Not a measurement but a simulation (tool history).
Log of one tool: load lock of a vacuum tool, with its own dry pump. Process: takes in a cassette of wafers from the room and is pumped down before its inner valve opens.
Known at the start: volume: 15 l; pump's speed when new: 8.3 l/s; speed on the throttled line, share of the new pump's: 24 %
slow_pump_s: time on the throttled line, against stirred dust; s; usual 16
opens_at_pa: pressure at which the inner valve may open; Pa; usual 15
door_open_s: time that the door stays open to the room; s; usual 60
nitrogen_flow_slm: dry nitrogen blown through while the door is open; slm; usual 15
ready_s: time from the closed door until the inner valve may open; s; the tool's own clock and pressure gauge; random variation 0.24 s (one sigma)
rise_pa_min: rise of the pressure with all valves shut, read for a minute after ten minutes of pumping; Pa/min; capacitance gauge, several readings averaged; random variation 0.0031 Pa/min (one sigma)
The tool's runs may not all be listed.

run,day,slow_pump_s,opens_at_pa,door_open_s,nitrogen_flow_slm,"incoming humidity of the room's air, %",ready_s,rise_pa_min
1,0.000,16,15,60,15,44.0,29.5,0.384
# day 7.971: dry pump taken out, an overhauled one fitted
2,22.596,16,15,60,15,46.5,27.8,0.436
3,42.779,16,15,60,15,45.0,28.4,0.494
4,65.733,16,15,44,15,40.9,28.1,0.536
5,84.062,16,15,60,4,43.1,28.3,0.619
6,100.767,16,10,60,15,45.4,28.9,0.649
7,121.421,16,10,60,15,45.9,29.0,0.706
# day 132.475: door's seal changed, seat wiped
8,144.208,16,10,60,15,43.9,29.2,0.071
9,163.162,16,10,60,15,44.2,29.2,0.085
10,185.608,16,10,60,15,47.4,29.7,0.111
11,211.475,16,15,60,15,46.5,29.2,0.128
12,235.317,16,15,60,15,43.3,28.5,0.155
13,254.875,14,15,60,15,41.0,27.3,0.172
14,285.704,16,15,60,15,46.6,29.1,0.220
15,311.033,16,15,60,15,41.2,28.8,0.251
16,338.621,16,15,60,15,42.4,28.9,0.304
17,352.408,16,15,60,15,44.5,29.0,0.334
18,365.421,16,15,60,15,45.1,29.4,0.357
19,392.296,16,15,60,15,43.5,28.8,0.419
20,416.258,16,14,60,15,48.7,29.7,0.470
21,445.254,16,14,60,13,45.1,29.4,0.553
22,472.379,16,20,27,24,45.7,28.7,0.586
23,492.233,16,13,60,15,41.3,29.7,0.669
# day 496.779: door's seal changed, seat wiped
24,507.767,16,13,60,15,44.3,29.6,0.079
25,531.521,16,13,60,15,40.3,30.0,0.079
26,562.108,16,13,60,15,44.3,30.1,0.113
# day 576.446: dry pump taken out, an overhauled one fitted
27,584.675,16,13,30,5,47.8,28.8,0.137
28,605.946,20,11,60,6,43.3,32.1,0.165
29,636.329,15,11,35,15,45.4,28.3,0.186
30,650.083,22,14,139,45,44.9,33.1,0.208
31,672.492,22,16,55,9,44.1,32.8,0.260
32,685.158,26,15,110,15,47.6,36.1,0.293
33,701.879,15,15,60,15,41.1,28.4,0.301
34,721.125,15,15,60,15,42.8,28.2,0.335
35,748.404,31,15,75,15,41.7,40.8,0.399
36,761.158,31,11,75,8,46.1,41.4,0.433
37,778.783,30,11,75,33,46.4,39.8,0.437
38,809.458,15,11,75,33,45.2,28.8,0.512

Some steps in ready_s between neighbouring runs. How much of each would the tool show without its hidden state too (settings, what came in, random variation), and how much is left for the hidden state, with any gauge scatter that isn't in both results?
The hidden state here: pump's speed, % of a new pump's; leak at the door's seal, Pa l/s; drift of the gauge itself on ready_s, %; drift of the gauge itself on rise_pa_min, %.
Run 1 -> 2: dry pump taken out, an overhauled one fitted. ready_s -1.7 s: hidden state -1.6, all else -0.1.
Run 26 -> 27: door_open_s 60 -> 30, nitrogen_flow_slm 15 -> 5, dry pump taken out, an overhauled one fitted. ready_s -1.3 s: hidden state -1.3, all else +0.0.
Run 32 -> 33: slow_pump_s 26 -> 15, door_open_s 110 -> 60. ready_s -7.7 s: hidden state +0.2, all else -7.9.
Run 34 -> 35: slow_pump_s 15 -> 31, door_open_s 60 -> 75. ready_s +12.6 s: hidden state -0.1, all else +12.7.
Run 37 -> 38: slow_pump_s 30 -> 15. ready_s -11.0 s: hidden state +0.4, all else -11.4.
